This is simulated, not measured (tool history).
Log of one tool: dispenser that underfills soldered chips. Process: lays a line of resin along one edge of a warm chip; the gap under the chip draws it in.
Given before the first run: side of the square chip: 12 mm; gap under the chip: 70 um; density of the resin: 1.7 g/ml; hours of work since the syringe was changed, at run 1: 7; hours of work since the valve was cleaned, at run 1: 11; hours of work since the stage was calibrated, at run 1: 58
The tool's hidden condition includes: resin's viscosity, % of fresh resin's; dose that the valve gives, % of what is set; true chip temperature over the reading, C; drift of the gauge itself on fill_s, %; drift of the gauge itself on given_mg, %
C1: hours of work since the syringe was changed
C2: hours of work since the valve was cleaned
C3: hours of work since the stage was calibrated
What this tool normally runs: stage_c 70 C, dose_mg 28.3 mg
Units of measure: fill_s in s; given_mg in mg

run 1 day=0 | stage_c=70 dose_mg=28.3 | C1=7 C2=11 C3=58 | fill_s=99.7 given_mg=28.25
-- day=0.208 new syringe of resin
run 2 day=0.429 | stage_c=70 dose_mg=28.3 | C1=4 C2=19 C3=66 | fill_s=79.4 given_mg=28.05
-- day=0.779 new syringe of resin
run 3 day=0.8 | stage_c=70 dose_mg=33.9 | C1=0 C2=25 C3=72 | fill_s=58.5 given_mg=33.5
run 4 day=1.196 | stage_c=70 dose_mg=33.5 | C1=7 C2=32 C3=79 | fill_s=106.6 given_mg=32.99
-- day=1.35 new syringe of resin
run 5 day=1.504 | stage_c=70 dose_mg=34.1 | C1=3 C2=37 C3=84 | fill_s=71.7 given_mg=33.27
run 6 day=1.771 | stage_c=70 dose_mg=34.1 | C1=7 C2=42 C3=89 | fill_s=107.5 given_mg=33.08
-- day=1.954 new syringe of resin
run 7 day=2.046 | stage_c=70 dose_mg=32.5 | C1=2 C2=46 C3=93 | fill_s=64.9 given_mg=31.44
run 8 day=2.279 | stage_c=70 dose_mg=32.5 | C1=6 C2=50 C3=97 | fill_s=92.1 given_mg=31.16
-- day=2.533 new syringe of resin
run 9 day=2.688 | stage_c=70 dose_mg=32.5 | C1=3 C2=57 C3=104 | fill_s=72 given_mg=30.91
-- day=2.792 dispensing valve cleaned and set on the balance
-- day=3.162 new syringe of resin
run 10 day=3.225 | stage_c=70 dose_mg=32.5 | C1=1 C2=7 C3=113 | fill_s=62.9 given_mg=32.35
run 11 day=3.625 | stage_c=60 dose_mg=32.5 | C1=8 C2=14 C3=120 | fill_s=184 given_mg=32.14
-- day=3.742 new syringe of resin
run 12 day=3.879 | stage_c=70 dose_mg=29.4 | C1=2 C2=19 C3=124 | fill_s=70.3 given_mg=28.82
-- day=4.338 new syringe of resin
run 13 day=4.392 | stage_c=70 dose_mg=29.4 | C1=1 C2=27 C3=133 | fill_s=61.5 given_mg=28.61
run 14 day=4.696 | stage_c=70 dose_mg=29.4 | C1=6 C2=33 C3=138 | fill_s=97 given_mg=28.59
-- day=4.942 new syringe of resin
run 15 day=5.058 | stage_c=56 dose_mg=29.8 | C1=2 C2=39 C3=144 | fill_s=136.5 given_mg=28.96
-- day=5.542 new syringe of resin
run 16 day=5.567 | stage_c=80 dose_mg=29.9 | C1=0 C2=47 C3=153 | fill_s=37.3 given_mg=28.88
run 17 day=6.025 | stage_c=70 dose_mg=31.7 | C1=9 C2=56 C3=161 | fill_s=120.4 given_mg=30.32
-- day=6.142 new syringe of resin
-- day=6.258 dispensing valve cleaned and set on the balance
run 18 day=6.612 | stage_c=69 dose_mg=28.6 | C1=7 C2=6 C3=170 | fill_s=120.3 given_mg=28.6
-- day=6.767 new syringe of resin
run 19 day=6.933 | stage_c=79 dose_mg=28.1 | C1=3 C2=12 C3=175 | fill_s=51.1 given_mg=27.73
run 20 day=7.317 | stage_c=81 dose_mg=27.6 | C1=10 C2=18 C3=182 | fill_s=83.4 given_mg=27.14
-- day=7.362 new syringe of resin
run 21 day=7.842 | stage_c=82 dose_mg=26.7 | C1=8 C2=27 C3=191 | fill_s=72.4 given_mg=26.11
-- day=7.962 new syringe of resin
run 22 day=8.242 | stage_c=65 dose_mg=34.7 | C1=5 C2=34 C3=198 | fill_s=111.6 given_mg=33.95
-- day=8.538 new syringe of resin
run 23 day=8.712 | stage_c=59 dose_mg=34.7 | C1=3 C2=42 C3=206 | fill_s=127.6 given_mg=33.79
-- day=9.117 new syringe of resin
run 24 day=9.212 | stage_c=71 dose_mg=33.9 | C1=2 C2=51 C3=214 | fill_s=65.2 given_mg=32.42
-- day=9.712 dispensing valve cleaned and set on the balance
-- day=9.762 new syringe of resin
run 25 day=9.796 | stage_c=82 dose_mg=28.3 | C1=1 C2=1 C3=224 | fill_s=35.4 given_mg=28.32
run 26 day=10.238 | stage_c=65 dose_mg=36.4 | C1=8 C2=9 C3=231 | fill_s=150.1 given_mg=36.18
-- day=10.338 new syringe of resin
run 27 day=10.7 | stage_c=70 dose_mg=28.3 | C1=6 C2=17 C3=239 | fill_s=101.4 given_mg=27.76
-- day=10.908 new syringe of resin
run 28 day=11.238 | stage_c=64 dose_mg=31.7 | C1=6 C2=26 C3=249 | fill_s=125.6 given_mg=31.04

Each row is a separate what-if for the run after 28, all from the same tool condition, not one after another. Results?
-- day=11.492 new syringe of resin
run A day=11.612 | stage_c=70 dose_mg=27.1 | C1=2 C2=32 C3=255 | fill_s=? given_mg=?
-- day=11.492 new syringe of resin
run B day=11.612 | stage_c=70 dose_mg=35.1 | C1=2 C2=32 C3=255 | fill_s=? given_mg=?
-- day=11.492 new syringe of resin
run C day=11.612 | stage_c=62 dose_mg=31.3 | C1=2 C2=32 C3=255 | fill_s=? given_mg=?
-- day=11.492 new syringe of resin
run D day=11.612 | stage_c=72 dose_mg=26 | C1=2 C2=32 C3=255 | fill_s=? given_mg=?

run=A fill_s=72.8 given_mg=26.39
run=B fill_s=71.5 given_mg=34.2
run=C fill_s=106 given_mg=30.21
run=D fill_s=67.3 given_mg=25.42
Stripped of hidden state, with their random variation kept, the same runs would have yielded:
run=A fill_s=56.1 given_mg=27.16
run=B fill_s=55.2 given_mg=35.2
run=C fill_s=81.5 given_mg=31.11
run=D fill_s=51.8 given_mg=26.16
